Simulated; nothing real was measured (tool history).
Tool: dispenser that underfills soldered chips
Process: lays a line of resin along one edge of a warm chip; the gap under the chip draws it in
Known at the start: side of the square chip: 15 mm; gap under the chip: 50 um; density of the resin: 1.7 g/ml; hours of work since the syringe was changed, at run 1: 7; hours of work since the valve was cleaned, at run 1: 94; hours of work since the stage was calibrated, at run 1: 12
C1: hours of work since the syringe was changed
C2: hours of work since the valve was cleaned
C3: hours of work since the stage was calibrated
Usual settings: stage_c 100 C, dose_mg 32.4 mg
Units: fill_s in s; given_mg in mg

{"run": 1, "hour": 0.0, "stage_c": 100, "dose_mg": 32.4, "C1": 7, "C2": 94, "C3": 12, "fill_s": 150, "given_mg": 31.06}
{"run": 2, "hour": 4.0, "stage_c": 100, "dose_mg": 32.4, "C1": 9, "C2": 96, "C3": 14, "fill_s": 179.4, "given_mg": 31.35}
{"hour": 5.8, "done": "new syringe of resin"}
{"run": 3, "hour": 12.9, "stage_c": 100, "dose_mg": 40.7, "C1": 4, "C2": 102, "C3": 19, "fill_s": 124.3, "given_mg": 39.19}
{"run": 4, "hour": 18.5, "stage_c": 100, "dose_mg": 40.7, "C1": 8, "C2": 105, "C3": 23, "fill_s": 161.6, "given_mg": 39.27}
{"hour": 22.0, "done": "new syringe of resin"}
{"run": 5, "hour": 24.5, "stage_c": 100, "dose_mg": 40.7, "C1": 2, "C2": 109, "C3": 26, "fill_s": 96.6, "given_mg": 38.91}
{"run": 6, "hour": 28.2, "stage_c": 100, "dose_mg": 31.4, "C1": 4, "C2": 111, "C3": 29, "fill_s": 119.7, "given_mg": 30.24}
{"run": 7, "hour": 36.0, "stage_c": 113, "dose_mg": 31.4, "C1": 9, "C2": 116, "C3": 34, "fill_s": 120.9, "given_mg": 29.94}
{"hour": 38.4, "done": "new syringe of resin"}
{"run": 8, "hour": 43.5, "stage_c": 113, "dose_mg": 31.4, "C1": 3, "C2": 120, "C3": 38, "fill_s": 76.9, "given_mg": 29.83}
{"run": 9, "hour": 51.9, "stage_c": 113, "dose_mg": 31.4, "C1": 8, "C2": 126, "C3": 43, "fill_s": 119.1, "given_mg": 29.94}
{"hour": 54.8, "done": "new syringe of resin"}
{"run": 10, "hour": 56.4, "stage_c": 100, "dose_mg": 32.4, "C1": 1, "C2": 128, "C3": 46, "fill_s": 94.9, "given_mg": 30.64}
{"hour": 58.7, "done": "dispensing valve cleaned and set on the balance"}
{"run": 11, "hour": 64.2, "stage_c": 100, "dose_mg": 32.4, "C1": 5, "C2": 3, "C3": 50, "fill_s": 136.2, "given_mg": 32.08}
{"run": 12, "hour": 68.0, "stage_c": 100, "dose_mg": 32.4, "C1": 8, "C2": 6, "C3": 52, "fill_s": 157.1, "given_mg": 32.29}
{"hour": 72.1, "done": "new syringe of resin"}
{"run": 13, "hour": 75.3, "stage_c": 100, "dose_mg": 32.4, "C1": 2, "C2": 10, "C3": 57, "fill_s": 103.4, "given_mg": 32.08}
{"run": 14, "hour": 80.4, "stage_c": 100, "dose_mg": 40.3, "C1": 5, "C2": 13, "C3": 60, "fill_s": 131.7, "given_mg": 40.01}
{"run": 15, "hour": 84.4, "stage_c": 100, "dose_mg": 40.3, "C1": 8, "C2": 16, "C3": 63, "fill_s": 157.3, "given_mg": 39.65}
{"hour": 88.5, "done": "new syringe of resin"}
{"run": 16, "hour": 89.3, "stage_c": 103, "dose_mg": 39.4, "C1": 0, "C2": 19, "C3": 65, "fill_s": 82.8, "given_mg": 39.02}
{"run": 17, "hour": 93.3, "stage_c": 108, "dose_mg": 27.6, "C1": 3, "C2": 21, "C3": 68, "fill_s": 88.8, "given_mg": 27.4}
{"run": 18, "hour": 97.0, "stage_c": 105, "dose_mg": 34.2, "C1": 5, "C2": 23, "C3": 70, "fill_s": 114.9, "given_mg": 33.64}
{"run": 19, "hour": 102.2, "stage_c": 104, "dose_mg": 29.8, "C1": 8, "C2": 27, "C3": 73, "fill_s": 155.2, "given_mg": 29.33}
{"hour": 104.9, "done": "new syringe of resin"}
{"run": 20, "hour": 107.7, "stage_c": 91, "dose_mg": 37.4, "C1": 2, "C2": 30, "C3": 77, "fill_s": 134.2, "given_mg": 36.69}
{"run": 21, "hour": 112.0, "stage_c": 109, "dose_mg": 39.3, "C1": 4, "C2": 33, "C3": 79, "fill_s": 95.5, "given_mg": 38.58}

Forecast run 22:
{"run": 22, "hour": 117.3, "stage_c": 86, "dose_mg": 34.1, "C1": 8, "C2": 36, "C3": 83, "fill_s": "?", "given_mg": "?"}

{"run 22": {"fill_s": 251, "given_mg": 33.62}}
Without the tool's hidden state the same run would have given fill_s 137.9 s, given_mg 34.23 mg.
